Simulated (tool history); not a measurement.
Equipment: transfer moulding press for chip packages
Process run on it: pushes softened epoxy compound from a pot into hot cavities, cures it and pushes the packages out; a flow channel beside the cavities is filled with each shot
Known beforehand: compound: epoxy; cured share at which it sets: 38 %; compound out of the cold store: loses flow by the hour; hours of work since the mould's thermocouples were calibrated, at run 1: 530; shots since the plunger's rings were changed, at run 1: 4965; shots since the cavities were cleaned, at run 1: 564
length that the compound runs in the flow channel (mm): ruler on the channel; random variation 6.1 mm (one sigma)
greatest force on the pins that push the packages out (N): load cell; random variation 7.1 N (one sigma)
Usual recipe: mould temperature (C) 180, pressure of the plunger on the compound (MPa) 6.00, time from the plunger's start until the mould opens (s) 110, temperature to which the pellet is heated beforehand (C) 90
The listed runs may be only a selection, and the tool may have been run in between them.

run	day	mould temperature (C)	pressure of the plunger on the compound (MPa)	time from the plunger's start until the mould opens (s)	temperature to which the pellet is heated beforehand (C)	hours of work since the mould's thermocouples were calibrated	shots since the plunger's rings were changed	shots since the cavities were cleaned	incoming compound's hours out of the cold store	length that the compound runs in the flow channel (mm)	greatest force on the pins that push the packages out (N)
1	0.000	180	6.00	110	90	530	4965	564	17.3	634	376
# day 0.750: plunger's sealing rings changed
2	1.033	180	6.00	110	90	545	75	811	27.1	649	385
# day 2.000: cavities cleaned with cleaning compound and waxed
3	2.462	180	6.00	110	90	567	439	124	20.0	672	317
4	4.208	180	6.00	110	90	596	903	588	23.0	647	375
5	5.779	180	6.00	110	90	621	1322	1007	21.3	641	404
# day 6.012: cavities cleaned with cleaning compound and waxed
6	6.738	180	6.00	110	90	635	1560	194	17.5	663	312
7	8.442	180	6.00	110	90	663	2014	648	37.6	625	358
8	9.567	180	6.00	138	90	681	2313	947	12.4	674	361
# day 10.071: cavities cleaned with cleaning compound and waxed
9	10.658	185	6.00	110	90	698	2587	156	20.6	641	300
10	11.892	185	6.00	110	90	718	2915	484	40.5	593	334
# day 12.438: mould's thermocouples calibrated
11	13.604	185	6.00	110	90	19	3348	917	12.4	654	377
# day 14.150: cavities cleaned with cleaning compound and waxed
12	14.817	180	6.00	110	90	37	3654	177	46.9	603	314
13	15.875	180	6.00	110	90	55	3936	459	41.0	597	364
14	17.112	180	6.00	110	90	75	4266	789	33.5	608	375
# day 18.225: cavities cleaned with cleaning compound and waxed
15	18.467	180	6.00	110	90	95	4610	65	36.0	602	311
16	19.804	183	6.00	93	92	117	4966	421	33.7	598	377
# day 20.546: plunger's sealing rings changed
17	21.479	183	6.00	93	92	142	249	839	13.8	677	432
# day 22.312: cavities cleaned with cleaning compound and waxed
18	22.512	183	6.00	93	93	158	507	53	24.8	650	319
19	23.546	173	6.00	110	94	175	782	328	17.3	688	523
20	25.083	173	6.00	125	99	200	1191	737	39.2	648	432
21	25.962	180	5.31	110	90	214	1425	971	30.0	594	395
# day 26.300: cavities cleaned with cleaning compound and waxed
22	27.804	180	5.41	110	90	243	1899	400	39.4	595	348
23	29.033	180	5.41	90	90	263	2227	728	17.5	626	537
# day 30.325: cavities cleaned with cleaning compound and waxed
24	30.479	173	6.00	132	90	285	2594	40	42.2	626	310
25	31.600	173	6.00	132	90	303	2892	338	36.8	638	370
26	32.688	173	6.00	132	90	321	3182	628	14.6	676	413
27	34.158	173	6.00	132	90	344	3574	1020	15.7	674	439
# day 34.308: cavities cleaned with cleaning compound and waxed
28	35.221	181	7.27	127	90	361	3840	243	23.0	699	304
29	36.658	181	7.27	127	90	384	4222	625	15.0	707	337

3 options for the next run, each taken on its own from the tool as it stands now. Forecast them:
A	37.712	181	7.27	127	90	401	4503	906	42.3	?	?
B	37.712	186	5.79	134	90	401	4503	906	26.5	?	?
C	37.712	172	7.15	110	91	401	4503	906	35.1	?	?

run	length that the compound runs in the flow channel (mm)	greatest force on the pins that push the packages out (N)
A	657	363
B	602	356
C	684	608
The same runs, with their run-to-run variation unchanged, on a tool lacking any hidden condition would have given:
run	length that the compound runs in the flow channel (mm)	greatest force on the pins that push the packages out (N)
A	697	263
B	639	256
C	726	463

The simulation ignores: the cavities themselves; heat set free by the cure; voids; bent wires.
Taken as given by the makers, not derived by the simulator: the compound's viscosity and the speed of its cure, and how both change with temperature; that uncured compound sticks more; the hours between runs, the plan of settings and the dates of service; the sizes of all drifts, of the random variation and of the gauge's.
